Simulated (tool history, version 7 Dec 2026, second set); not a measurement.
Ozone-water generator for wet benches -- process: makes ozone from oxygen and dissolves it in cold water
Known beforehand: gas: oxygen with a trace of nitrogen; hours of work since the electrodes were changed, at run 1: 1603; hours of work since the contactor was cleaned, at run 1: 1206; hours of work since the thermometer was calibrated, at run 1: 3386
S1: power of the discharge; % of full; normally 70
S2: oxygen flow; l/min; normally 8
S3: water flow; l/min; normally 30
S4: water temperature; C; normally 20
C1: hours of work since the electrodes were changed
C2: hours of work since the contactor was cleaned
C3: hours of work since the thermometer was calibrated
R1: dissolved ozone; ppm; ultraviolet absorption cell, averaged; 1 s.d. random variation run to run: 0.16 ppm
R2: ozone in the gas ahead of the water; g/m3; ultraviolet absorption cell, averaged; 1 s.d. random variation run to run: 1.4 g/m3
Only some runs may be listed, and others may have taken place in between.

run 1 day=0 | S1=70 S2=8 S3=30 S4=20 | C1=1603 C2=1206 C3=3386 | R1=19.5 R2=253.5
run 2 day=1.942 | S1=70 S2=8 S3=30 S4=13 | C1=1637 C2=1240 C3=3420 | R1=21.8 R2=253.7
run 3 day=4.004 | S1=97 S2=8 S3=30 S4=20 | C1=1673 C2=1275 C3=3456 | R1=24.4 R2=318.2
run 4 day=6.233 | S1=70 S2=8 S3=30 S4=20 | C1=1711 C2=1314 C3=3495 | R1=19.4 R2=253
run 5 day=9.2 | S1=70 S2=8 S3=30 S4=20 | C1=1763 C2=1366 C3=3546 | R1=19.5 R2=253.9
run 6 day=12.421 | S1=70 S2=8 S3=30 S4=20 | C1=1819 C2=1422 C3=3602 | R1=19.3 R2=250.8
run 7 day=14.062 | S1=70 S2=8 S3=30 S4=13 | C1=1847 C2=1450 C3=3630 | R1=21.4 R2=253
run 8 day=15.575 | S1=91 S2=14.39 S3=30 S4=13 | C1=1873 C2=1476 C3=3657 | R1=23.8 R2=205.3
run 9 day=18.338 | S1=91 S2=14.39 S3=30 S4=13 | C1=1921 C2=1524 C3=3705 | R1=23.8 R2=206
run 10 day=21.146 | S1=62 S2=14.39 S3=34 S4=13 | C1=1970 C2=1573 C3=3753 | R1=15.9 R2=156.9
run 11 day=22.692 | S1=62 S2=14.39 S3=34 S4=13 | C1=1997 C2=1600 C3=3780 | R1=15.8 R2=158.8
run 12 day=24.867 | S1=70 S2=8 S3=19 S4=20 | C1=2035 C2=1638 C3=3818 | R1=29.1 R2=249
run 13 day=26.992 | S1=100 S2=8 S3=25 S4=19 | C1=2072 C2=1674 C3=3855 | R1=30.1 R2=320.2

For some of the steps in R1 from one run to the next: how much would appear even if the tool had no hidden state, given the settings, what came in and random variation, and how much remains for the hidden state plus any gauge scatter that the measured result and the result without hidden state don't share?
Unlogged tool condition in this case: yield of the discharge, % of new electrodes'; contactor's efficiency, % of a clean one's; true water temperature over the reading, C; drift of the gauge itself on ozone_ppm, %; drift of the gauge itself on gas_g_m3, %.
Run 11 -> 12: S1 62 -> 70, S2 14.39 -> 8, S3 34 -> 19, S4 13 -> 20. R1 +13.3 ppm: hidden state -1.1, all else +14.4.
